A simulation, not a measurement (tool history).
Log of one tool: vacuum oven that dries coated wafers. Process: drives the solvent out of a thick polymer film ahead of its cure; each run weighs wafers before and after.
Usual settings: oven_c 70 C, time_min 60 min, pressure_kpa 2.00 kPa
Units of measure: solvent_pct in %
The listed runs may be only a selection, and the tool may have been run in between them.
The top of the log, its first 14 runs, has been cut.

| run | hour | oven_c | time_min | pressure_kpa | hours of work since the thermocouples were calibrated | hours of work since the vacuum gauge was cleaned of residue | solvent_pct |
|---|---|---|---|---|---|---|---|
| 15 | 372.1 | 62 | 60 | 2.00 | 476 | 711 | 4.32 |
| 16 | 395.8 | 62 | 60 | 2.00 | 491 | 726 | 4.31 |
| 17 | 410.9 | 62 | 60 | 2.00 | 501 | 735 | 4.28 |
| 18 | 426.2 | 62 | 60 | 2.00 | 511 | 745 | 4.31 |
| 19 | 456.2 | 62 | 99 | 6.46 | 530 | 764 | 8.10 |
| 20 | 477.8 | 62 | 99 | 6.46 | 544 | 778 | 8.13 |
| 21 | 512.6 | 62 | 99 | 6.46 | 566 | 800 | 8.10 |
| 22 | 530.6 | 62 | 99 | 6.46 | 577 | 812 | 8.09 |
| 23 | 549.0 | 68 | 37 | 2.71 | 589 | 824 | 4.97 |
| 24 | 578.6 | 68 | 37 | 2.71 | 608 | 842 | 4.93 |
| 25 | 601.4 | 70 | 104 | 3.43 | 623 | 857 | 3.12 |
| 26 | 624.3 | 71 | 104 | 1.73 | 637 | 872 | 1.63 |
| 27 | 654.2 | 60 | 42 | 4.02 | 656 | 891 | 7.72 |
| 28 | 685.0 | 59 | 54 | 2.00 | 676 | 910 | 5.31 |
| 29 | 711.7 | 67 | 46 | 3.69 | 693 | 927 | 5.25 |
| 30 | 744.1 | 67 | 46 | 3.69 | 714 | 948 | 5.26 |
| 31 | 778.3 | 60 | 41 | 2.00 | 736 | 970 | 5.86 |

Each row is a separate what-if for the run after 31, all from the same tool condition, not one after another. Results?
| A | 798.9 | 62 | 37 | 1.02 | 749 | 983 | ? |
| B | 798.9 | 59 | 91 | 1.98 | 749 | 983 | ? |
| C | 798.9 | 70 | 106 | 2.00 | 749 | 983 | ? |

| run | solvent_pct |
|---|---|
| A | 4.94 |
| B | 3.85 |
| C | 1.88 |
Without the tool's hidden state the same runs would have given:
| run | solvent_pct |
|---|---|
| A | 4.96 |
| B | 3.84 |
| C | 1.85 |
